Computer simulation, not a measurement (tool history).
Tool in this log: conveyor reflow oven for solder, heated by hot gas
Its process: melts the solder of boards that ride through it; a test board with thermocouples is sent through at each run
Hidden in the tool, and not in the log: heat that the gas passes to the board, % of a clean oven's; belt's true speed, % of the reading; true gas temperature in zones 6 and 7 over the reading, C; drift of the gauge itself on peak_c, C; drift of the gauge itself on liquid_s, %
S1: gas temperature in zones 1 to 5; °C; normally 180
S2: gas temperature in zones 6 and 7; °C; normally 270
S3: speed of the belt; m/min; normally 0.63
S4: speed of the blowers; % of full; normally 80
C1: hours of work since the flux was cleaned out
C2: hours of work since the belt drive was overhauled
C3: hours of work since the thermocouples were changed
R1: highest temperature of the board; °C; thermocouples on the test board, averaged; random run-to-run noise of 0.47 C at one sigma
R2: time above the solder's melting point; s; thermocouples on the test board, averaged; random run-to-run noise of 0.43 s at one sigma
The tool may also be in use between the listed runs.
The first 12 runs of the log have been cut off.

run 13 hour=254.3 | S1=180 S2=270 S3=0.63 S4=52 | C1=155 C2=578 C3=550 | R1=245.9 R2=51.7
run 14 hour=269.9 | S1=180 S2=270 S3=0.63 S4=52 | C1=161 C2=584 C3=556 | R1=245.1 R2=51.5
run 15 hour=285.2 | S1=180 S2=270 S3=0.63 S4=88 | C1=168 C2=590 C3=563 | R1=254.6 R2=61.8
run 16 hour=302.7 | S1=180 S2=270 S3=0.63 S4=88 | C1=175 C2=597 C3=570 | R1=255.4 R2=62.4
run 17 hour=316 | S1=180 S2=270 S3=0.63 S4=88 | C1=180 C2=602 C3=575 | R1=254.3 R2=62
run 18 hour=346.5 | S1=173 S2=270 S3=0.635 S4=80 | C1=192 C2=615 C3=587 | R1=251.5 R2=57.1
run 19 hour=375.7 | S1=180 S2=279 S3=0.722 S4=54 | C1=204 C2=626 C3=599 | R1=246.8 R2=46.1
run 20 hour=404.6 | S1=180 S2=279 S3=0.722 S4=54 | C1=215 C2=638 C3=610 | R1=247.5 R2=45.2
run 21 hour=434.5 | S1=180 S2=279 S3=0.722 S4=54 | C1=227 C2=650 C3=622 | R1=246.7 R2=45.4
run 22 hour=457.5 | S1=180 S2=279 S3=0.722 S4=54 | C1=237 C2=659 C3=632 | R1=246.3 R2=44.8
run 23 hour=471.9 | S1=180 S2=279 S3=0.722 S4=54 | C1=242 C2=665 C3=637 | R1=246.1 R2=44.4
run 24 hour=495.7 | S1=180 S2=279 S3=0.722 S4=54 | C1=252 C2=674 C3=647 | R1=246.5 R2=44.7
run 25 hour=523.9 | S1=180 S2=279 S3=0.722 S4=51 | C1=263 C2=686 C3=658 | R1=245.1 R2=42.8

For run 26, what comes out?
run 26 hour=537.1 | S1=194 S2=270 S3=0.7 S4=80 | C1=269 C2=691 C3=664 | R1=? R2=?

Logged for run 26: R1 251.9 °C, R2 58.7 s.
On a tool with no hidden condition, and with the same random variation, this run would have come out at R1 254.7 °C, R2 59.9 s.
